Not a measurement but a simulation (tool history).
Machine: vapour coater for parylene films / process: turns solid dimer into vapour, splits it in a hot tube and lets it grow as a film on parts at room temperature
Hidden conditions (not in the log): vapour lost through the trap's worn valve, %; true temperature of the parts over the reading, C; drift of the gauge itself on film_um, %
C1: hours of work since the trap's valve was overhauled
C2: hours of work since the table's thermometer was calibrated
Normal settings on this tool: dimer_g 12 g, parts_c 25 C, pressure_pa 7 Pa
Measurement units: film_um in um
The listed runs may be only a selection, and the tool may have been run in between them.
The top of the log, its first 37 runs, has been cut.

{"run": 38, "hour": 868.6, "dimer_g": 5, "parts_c": 36, "pressure_pa": 9.24, "C1": 317, "C2": 581, "film_um": 1.41}
{"run": 39, "hour": 885.0, "dimer_g": 12, "parts_c": 25, "pressure_pa": 4.1, "C1": 327, "C2": 591, "film_um": 5.54}
{"run": 40, "hour": 903.9, "dimer_g": 12, "parts_c": 31, "pressure_pa": 4.1, "C1": 339, "C2": 603, "film_um": 4.5}
{"run": 41, "hour": 928.3, "dimer_g": 12, "parts_c": 31, "pressure_pa": 4.1, "C1": 354, "C2": 618, "film_um": 4.5}
{"run": 42, "hour": 943.3, "dimer_g": 16, "parts_c": 32, "pressure_pa": 4.1, "C1": 364, "C2": 627, "film_um": 5.75}
{"hour": 973.7, "done": "trap's valve overhauled"}
{"run": 43, "hour": 979.9, "dimer_g": 16, "parts_c": 32, "pressure_pa": 4.1, "C1": 4, "C2": 648, "film_um": 6.5}
{"run": 44, "hour": 1001.5, "dimer_g": 6, "parts_c": 28, "pressure_pa": 4.53, "C1": 17, "C2": 661, "film_um": 2.8}
{"run": 45, "hour": 1029.5, "dimer_g": 6, "parts_c": 22, "pressure_pa": 2.45, "C1": 35, "C2": 679, "film_um": 3.75}
{"run": 46, "hour": 1064.0, "dimer_g": 5, "parts_c": 19, "pressure_pa": 7.83, "C1": 56, "C2": 700, "film_um": 2.81}
{"run": 47, "hour": 1088.9, "dimer_g": 5, "parts_c": 19, "pressure_pa": 7.83, "C1": 72, "C2": 716, "film_um": 2.8}

Forecast each of these 3 alternatives for the next run:
{"run": "A", "hour": 1120.4, "dimer_g": 5, "parts_c": 19, "pressure_pa": 3.76, "C1": 92, "C2": 736, "film_um": "?"}
{"run": "B", "hour": 1120.4, "dimer_g": 12, "parts_c": 19, "pressure_pa": 3.26, "C1": 92, "C2": 736, "film_um": "?"}
{"run": "C", "hour": 1120.4, "dimer_g": 5, "parts_c": 25, "pressure_pa": 7, "C1": 92, "C2": 736, "film_um": "?"}

run=A film_um=3.13
run=B film_um=7.72
run=C film_um=2.33
Take away the tool's hidden state, keep each run's random variation, and the runs would have read:
run=A film_um=3.31
run=B film_um=8.16
run=C film_um=2.46

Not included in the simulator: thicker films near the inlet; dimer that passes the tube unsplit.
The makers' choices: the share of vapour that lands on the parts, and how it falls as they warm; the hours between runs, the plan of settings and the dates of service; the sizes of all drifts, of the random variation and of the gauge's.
